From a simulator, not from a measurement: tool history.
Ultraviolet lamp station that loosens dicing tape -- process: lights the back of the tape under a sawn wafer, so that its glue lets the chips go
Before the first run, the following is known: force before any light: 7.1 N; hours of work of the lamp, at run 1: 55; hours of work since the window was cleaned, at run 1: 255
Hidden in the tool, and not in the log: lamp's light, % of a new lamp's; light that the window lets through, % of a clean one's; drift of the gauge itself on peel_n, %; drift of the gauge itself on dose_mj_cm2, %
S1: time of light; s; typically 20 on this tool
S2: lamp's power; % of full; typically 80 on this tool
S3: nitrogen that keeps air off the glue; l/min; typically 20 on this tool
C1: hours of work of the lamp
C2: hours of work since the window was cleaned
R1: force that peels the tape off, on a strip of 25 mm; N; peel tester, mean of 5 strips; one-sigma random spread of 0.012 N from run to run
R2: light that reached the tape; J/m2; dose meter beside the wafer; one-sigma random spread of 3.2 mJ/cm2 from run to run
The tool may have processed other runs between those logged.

run 1 hour=0 | S1=20 S2=80 S3=20 | C1=55 C2=255 | R1=0.59 R2=4580
run 2 hour=5.2 | S1=30 S2=80 S3=20 | C1=58 C2=258 | R1=0.308 R2=6960
run 3 hour=10.2 | S1=30 S2=80 S3=20 | C1=62 C2=262 | R1=0.302 R2=6920
run 4 hour=17.7 | S1=20 S2=80 S3=20 | C1=67 C2=267 | R1=0.583 R2=4580
run 5 hour=26.4 | S1=20 S2=80 S3=20 | C1=73 C2=273 | R1=0.608 R2=4600
run 6 hour=31.2 | S1=20 S2=80 S3=20 | C1=76 C2=276 | R1=0.575 R2=4610
-- hour=32.6 window cleaned of glue's vapour
run 7 hour=40.4 | S1=20 S2=80 S3=20 | C1=82 C2=5 | R1=0.631 R2=4480
-- hour=47.9 window cleaned of glue's vapour, once more
run 8 hour=49.1 | S1=20 S2=80 S3=20 | C1=88 C2=1 | R1=0.556 R2=4820
run 9 hour=56.8 | S1=22 S2=74 S3=20 | C1=93 C2=6 | R1=0.528 R2=4770
run 10 hour=63.5 | S1=22 S2=85 S3=20 | C1=98 C2=11 | R1=0.404 R2=5640
run 11 hour=67.2 | S1=14 S2=85 S3=35 | C1=100 C2=13 | R1=0.814 R2=3480
run 12 hour=74.6 | S1=32 S2=72 S3=20 | C1=105 C2=18 | R1=0.298 R2=6820

Below are 5 alternative next runs, each starting from the tool's condition after run 12. Predict each:
run A hour=82.1 | S1=33 S2=64 S3=8 | C1=110 C2=23 | R1=? R2=?
run B hour=82.1 | S1=16 S2=89 S3=11 | C1=110 C2=23 | R1=? R2=?
run C hour=82.1 | S1=25 S2=69 S3=40 | C1=110 C2=23 | R1=? R2=?
run D hour=82.1 | S1=12 S2=79 S3=27 | C1=110 C2=23 | R1=? R2=?
run E hour=82.1 | S1=34 S2=83 S3=16 | C1=110 C2=23 | R1=? R2=?

run=A R1=0.504 R2=6190
run=B R1=0.909 R2=4160
run=C R1=0.399 R2=5100
run=D R1=1.284 R2=2800
run=E R1=0.267 R2=8290
Without the tool's hidden state the same runs would have given:
run=A R1=0.473 R2=6410
run=B R1=0.855 R2=4310
run=C R1=0.378 R2=5280
run=D R1=1.215 R2=2900
run=E R1=0.26 R2=8580

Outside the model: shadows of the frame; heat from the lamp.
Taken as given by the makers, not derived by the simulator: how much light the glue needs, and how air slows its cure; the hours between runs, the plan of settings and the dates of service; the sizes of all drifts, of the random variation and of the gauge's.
